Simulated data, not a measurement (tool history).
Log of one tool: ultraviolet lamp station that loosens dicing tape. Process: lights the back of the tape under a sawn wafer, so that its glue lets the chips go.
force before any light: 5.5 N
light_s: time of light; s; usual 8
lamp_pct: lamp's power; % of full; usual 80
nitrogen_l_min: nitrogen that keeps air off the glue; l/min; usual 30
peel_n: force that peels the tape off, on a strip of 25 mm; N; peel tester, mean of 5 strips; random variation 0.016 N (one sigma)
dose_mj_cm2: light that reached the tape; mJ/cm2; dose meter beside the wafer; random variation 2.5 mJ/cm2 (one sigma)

{"run": 1, "day": 0.0, "light_s": 8, "lamp_pct": 80, "nitrogen_l_min": 30, "peel_n": 0.733, "dose_mj_cm2": 299}
{"run": 2, "day": 0.575, "light_s": 11, "lamp_pct": 80, "nitrogen_l_min": 30, "peel_n": 0.453, "dose_mj_cm2": 412}
{"run": 3, "day": 0.925, "light_s": 11, "lamp_pct": 80, "nitrogen_l_min": 30, "peel_n": 0.449, "dose_mj_cm2": 413}
{"run": 4, "day": 1.467, "light_s": 11, "lamp_pct": 80, "nitrogen_l_min": 30, "peel_n": 0.462, "dose_mj_cm2": 413}
{"run": 5, "day": 1.958, "light_s": 11, "lamp_pct": 80, "nitrogen_l_min": 30, "peel_n": 0.456, "dose_mj_cm2": 414}
{"run": 6, "day": 2.283, "light_s": 11, "lamp_pct": 80, "nitrogen_l_min": 30, "peel_n": 0.446, "dose_mj_cm2": 412}
{"run": 7, "day": 2.779, "light_s": 11, "lamp_pct": 80, "nitrogen_l_min": 30, "peel_n": 0.459, "dose_mj_cm2": 413}
{"run": 8, "day": 3.042, "light_s": 8, "lamp_pct": 98, "nitrogen_l_min": 30, "peel_n": 0.554, "dose_mj_cm2": 364}
{"run": 9, "day": 3.55, "light_s": 8, "lamp_pct": 94, "nitrogen_l_min": 30, "peel_n": 0.594, "dose_mj_cm2": 354}
{"run": 10, "day": 4.0, "light_s": 8, "lamp_pct": 94, "nitrogen_l_min": 30, "peel_n": 0.57, "dose_mj_cm2": 353}
{"run": 11, "day": 4.629, "light_s": 8, "lamp_pct": 94, "nitrogen_l_min": 30, "peel_n": 0.572, "dose_mj_cm2": 354}
{"run": 12, "day": 4.975, "light_s": 8, "lamp_pct": 94, "nitrogen_l_min": 30, "peel_n": 0.591, "dose_mj_cm2": 349}
{"run": 13, "day": 5.429, "light_s": 8, "lamp_pct": 94, "nitrogen_l_min": 30, "peel_n": 0.589, "dose_mj_cm2": 351}
{"run": 14, "day": 5.954, "light_s": 8, "lamp_pct": 94, "nitrogen_l_min": 30, "peel_n": 0.598, "dose_mj_cm2": 355}
{"run": 15, "day": 6.583, "light_s": 8, "lamp_pct": 94, "nitrogen_l_min": 30, "peel_n": 0.605, "dose_mj_cm2": 350}
{"run": 16, "day": 6.854, "light_s": 8, "lamp_pct": 80, "nitrogen_l_min": 30, "peel_n": 0.734, "dose_mj_cm2": 299}
{"run": 17, "day": 7.429, "light_s": 8, "lamp_pct": 80, "nitrogen_l_min": 30, "peel_n": 0.781, "dose_mj_cm2": 300}
{"run": 18, "day": 7.883, "light_s": 8, "lamp_pct": 63, "nitrogen_l_min": 30, "peel_n": 1.093, "dose_mj_cm2": 234}
{"run": 19, "day": 8.292, "light_s": 8, "lamp_pct": 63, "nitrogen_l_min": 30, "peel_n": 1.098, "dose_mj_cm2": 230}
{"run": 20, "day": 8.862, "light_s": 8, "lamp_pct": 63, "nitrogen_l_min": 30, "peel_n": 1.1, "dose_mj_cm2": 238}
{"run": 21, "day": 9.138, "light_s": 8, "lamp_pct": 63, "nitrogen_l_min": 30, "peel_n": 1.098, "dose_mj_cm2": 233}
{"run": 22, "day": 9.417, "light_s": 8, "lamp_pct": 63, "nitrogen_l_min": 30, "peel_n": 1.117, "dose_mj_cm2": 237}
{"run": 23, "day": 9.717, "light_s": 9, "lamp_pct": 69, "nitrogen_l_min": 34, "peel_n": 0.74, "dose_mj_cm2": 292}
{"run": 24, "day": 10.079, "light_s": 7, "lamp_pct": 60, "nitrogen_l_min": 34, "peel_n": 1.349, "dose_mj_cm2": 196}
{"run": 25, "day": 10.425, "light_s": 14, "lamp_pct": 92, "nitrogen_l_min": 11, "peel_n": 0.49, "dose_mj_cm2": 607}
{"run": 26, "day": 10.946, "light_s": 11, "lamp_pct": 69, "nitrogen_l_min": 18, "peel_n": 0.797, "dose_mj_cm2": 356}
{"run": 27, "day": 11.371, "light_s": 14, "lamp_pct": 72, "nitrogen_l_min": 21, "peel_n": 0.467, "dose_mj_cm2": 469}
{"run": 28, "day": 11.9, "light_s": 14, "lamp_pct": 72, "nitrogen_l_min": 21, "peel_n": 0.484, "dose_mj_cm2": 469}
{"run": 29, "day": 12.233, "light_s": 6, "lamp_pct": 68, "nitrogen_l_min": 24, "peel_n": 1.683, "dose_mj_cm2": 189}
{"run": 30, "day": 12.779, "light_s": 6, "lamp_pct": 68, "nitrogen_l_min": 24, "peel_n": 1.617, "dose_mj_cm2": 191}
{"run": 31, "day": 13.325, "light_s": 9, "lamp_pct": 82, "nitrogen_l_min": 30, "peel_n": 0.606, "dose_mj_cm2": 340}
{"run": 32, "day": 13.838, "light_s": 8, "lamp_pct": 61, "nitrogen_l_min": 13, "peel_n": 1.877, "dose_mj_cm2": 223}
{"run": 33, "day": 14.392, "light_s": 9, "lamp_pct": 61, "nitrogen_l_min": 13, "peel_n": 1.536, "dose_mj_cm2": 253}
{"run": 34, "day": 14.746, "light_s": 12, "lamp_pct": 94, "nitrogen_l_min": 23, "peel_n": 0.365, "dose_mj_cm2": 525}
{"run": 35, "day": 15.183, "light_s": 5, "lamp_pct": 67, "nitrogen_l_min": 40, "peel_n": 1.648, "dose_mj_cm2": 158}
{"run": 36, "day": 15.762, "light_s": 12, "lamp_pct": 78, "nitrogen_l_min": 45, "peel_n": 0.338, "dose_mj_cm2": 440}
{"run": 37, "day": 16.096, "light_s": 12, "lamp_pct": 78, "nitrogen_l_min": 45, "peel_n": 0.32, "dose_mj_cm2": 435}
{"run": 38, "day": 16.358, "light_s": 6, "lamp_pct": 73, "nitrogen_l_min": 9, "peel_n": 2.312, "dose_mj_cm2": 206}
{"day": 16.75, "done": "window cleaned of glue's vapour"}
{"run": 39, "day": 16.917, "light_s": 4, "lamp_pct": 84, "nitrogen_l_min": 9, "peel_n": 2.84, "dose_mj_cm2": 160}

5 ways to go on from here, each from the tool as it stands after run 39. What would each give?
{"run": "A", "day": 17.258, "light_s": 4, "lamp_pct": 98, "nitrogen_l_min": 47, "peel_n": "?", "dose_mj_cm2": "?"}
{"run": "B", "day": 17.258, "light_s": 10, "lamp_pct": 84, "nitrogen_l_min": 26, "peel_n": "?", "dose_mj_cm2": "?"}
{"run": "C", "day": 17.258, "light_s": 13, "lamp_pct": 66, "nitrogen_l_min": 13, "peel_n": "?", "dose_mj_cm2": "?"}
{"run": "D", "day": 17.258, "light_s": 7, "lamp_pct": 65, "nitrogen_l_min": 28, "peel_n": "?", "dose_mj_cm2": "?"}
{"run": "E", "day": 17.258, "light_s": 8, "lamp_pct": 80, "nitrogen_l_min": 26, "peel_n": "?", "dose_mj_cm2": "?"}

run=A peel_n=1.274 dose_mj_cm2=182
run=B peel_n=0.529 dose_mj_cm2=392
run=C peel_n=0.862 dose_mj_cm2=401
run=D peel_n=1.263 dose_mj_cm2=210
run=E peel_n=0.846 dose_mj_cm2=300
Without the tool's hidden state the same runs would have given:
run=A peel_n=1.272 dose_mj_cm2=182
run=B peel_n=0.528 dose_mj_cm2=393
run=C peel_n=0.860 dose_mj_cm2=402
run=D peel_n=1.262 dose_mj_cm2=211
run=E peel_n=0.845 dose_mj_cm2=301
